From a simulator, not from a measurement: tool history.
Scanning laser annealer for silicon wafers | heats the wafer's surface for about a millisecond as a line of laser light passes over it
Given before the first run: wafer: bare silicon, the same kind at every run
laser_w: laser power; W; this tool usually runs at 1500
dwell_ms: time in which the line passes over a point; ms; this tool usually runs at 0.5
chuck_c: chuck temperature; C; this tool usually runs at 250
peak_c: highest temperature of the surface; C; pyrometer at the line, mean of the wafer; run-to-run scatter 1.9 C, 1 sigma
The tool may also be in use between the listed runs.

run	hour	laser_w	dwell_ms	chuck_c	peak_c
1	0	1500	0.5	250	1065
# hour 15.4: optics aligned, line set to its width
2	20	1500	0.5	250	1085
3	39.9	1500	0.5	250	1083
4	56.5	1500	0.5	250	1081
5	72.6	1500	0.5	250	1080
6	90	1500	0.5	250	1081
7	103.4	1500	0.5	232	1063
8	116.5	1500	0.5	232	1061
9	132.1	1500	0.5	232	1063
10	147.9	1500	0.5	232	1059
11	163	1544	0.532	250	1141
12	180.8	1598	0.486	250	1131
# hour 184.7: laser's power meter calibrated
13	195.9	1598	0.486	250	1129
14	216.6	1598	0.486	250	1130
15	229.7	1598	0.509	263	1162
16	243.2	1598	0.509	212	1112

What does the tool deliver on the next run?
17	263.1	1613	0.605	250	?

{"run 17": {"peak_c": 1248}}
With no hidden state in the tool, this same run would have given peak_c 1281 C.
